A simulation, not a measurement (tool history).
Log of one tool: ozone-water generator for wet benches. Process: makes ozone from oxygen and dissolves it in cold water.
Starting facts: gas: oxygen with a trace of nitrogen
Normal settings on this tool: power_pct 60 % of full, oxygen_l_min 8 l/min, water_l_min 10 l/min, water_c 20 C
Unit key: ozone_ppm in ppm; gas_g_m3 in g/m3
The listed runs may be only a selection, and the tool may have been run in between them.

run,hour,power_pct,oxygen_l_min,water_l_min,water_c,ozone_ppm,gas_g_m3
1,0,60,8,10,20,24.4,146.6
2,48.2,60,8,10,20,24.3,144.2
3,89.4,60,8,10,20,24.3,144.2
4,120,60,7.71,10,20,24.5,149.1
5,170.1,60,9.7,10,20,22.3,128.5
6,202.8,60,9.7,10,20,22.6,128.8
7,254.6,60,9.7,10,20,22.7,128.9
8,304,60,8.22,10,20,23.9,143.9
9,342.7,60,8.22,10,20,24.1,142.9
10,399.5,60,8.22,10,20,24,142
11,447.1,60,8,10,20,24.1,143
12,490.3,60,8,10,20,24.3,143.8
13,545.8,60,8,10,14,27.4,144.4
14,573.9,60,8,10,14,27.7,143.5
15,612.4,60,8,10,14,27.4,143.7
16,647.7,60,8,10,14,27.4,144.4
17,683.1,70,8,10,18,27.8,159.3
18,738.5,90,9.57,6,20,35.2,170.1
19,764.5,47,6.63,10,13,24.8,136.3
20,806.2,56,6.25,10,20,24.7,159.2
21,846.9,56,6.25,10,20,24.7,159.8
22,899.4,56,6.25,10,20,24.6,159.4
23,934.3,56,6.25,10,20,24.6,159.9
24,987.4,60,12.19,10,18,21.4,109.7

Run 25, settings as shown, results not yet in. Your forecast:
25,1026.7,60,12.19,10,18,?,?

{"run 25": {"ozone_ppm": 21.5, "gas_g_m3": 111}}
Minus the tool's unlogged condition, the same run would have read ozone_ppm 22.4 ppm, gas_g_m3 112.8 g/m3.
